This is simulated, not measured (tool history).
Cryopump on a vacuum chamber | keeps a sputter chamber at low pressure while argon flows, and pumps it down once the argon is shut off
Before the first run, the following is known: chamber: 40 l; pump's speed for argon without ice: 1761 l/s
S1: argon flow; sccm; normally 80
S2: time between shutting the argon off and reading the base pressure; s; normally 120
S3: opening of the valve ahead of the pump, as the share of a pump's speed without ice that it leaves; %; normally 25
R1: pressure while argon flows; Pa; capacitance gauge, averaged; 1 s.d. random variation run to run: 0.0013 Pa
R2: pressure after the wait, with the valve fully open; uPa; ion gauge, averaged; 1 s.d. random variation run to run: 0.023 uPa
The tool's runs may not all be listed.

| run | hour | S1 | S2 | S3 | R1 | R2 |
|---|---|---|---|---|---|---|
| 1 | 0.0 | 80 | 120 | 25 | 0.3143 | 0.88 |
| 2 | 24.1 | 80 | 120 | 25 | 0.3172 | 0.94 |
| 3 | 33.9 | 80 | 120 | 25 | 0.3184 | 0.89 |
| 4 | 47.7 | 80 | 120 | 25 | 0.3181 | 0.96 |
| 5 | 68.0 | 80 | 120 | 25 | 0.3172 | 0.95 |
| 6 | 83.7 | 80 | 120 | 25 | 0.3192 | 0.96 |
| 7 | 108.0 | 38 | 87 | 19 | 0.1983 | 1.25 |
| 8 | 124.5 | 141 | 26 | 60 | 0.2484 | 3.29 |
| 9 | 148.8 | 141 | 26 | 60 | 0.2504 | 3.21 |
| 10 | 171.3 | 80 | 120 | 27 | 0.2986 | 1.02 |
| 11 | 190.0 | 80 | 120 | 27 | 0.3010 | 1.10 |

Consider 4 possible next runs. They are alternatives, not a sequence: every one starts from the tool as it was left by run 11. What does each give?
| A | 203.3 | 60 | 53 | 27 | ? | ? |
| B | 203.3 | 80 | 120 | 42 | ? | ? |
| C | 203.3 | 45 | 120 | 27 | ? | ? |
| D | 203.3 | 152 | 89 | 40 | ? | ? |

| run | R1 | R2 |
|---|---|---|
| A | 0.2257 | 1.84 |
| B | 0.1981 | 1.11 |
| C | 0.1694 | 1.09 |
| D | 0.3948 | 1.30 |
The same runs, with their run-to-run variation unchanged, on a tool lacking any hidden condition would have given:
| run | R1 | R2 |
|---|---|---|
| A | 0.2134 | 1.55 |
| B | 0.1817 | 0.82 |
| C | 0.1602 | 0.80 |
| D | 0.3637 | 1.02 |
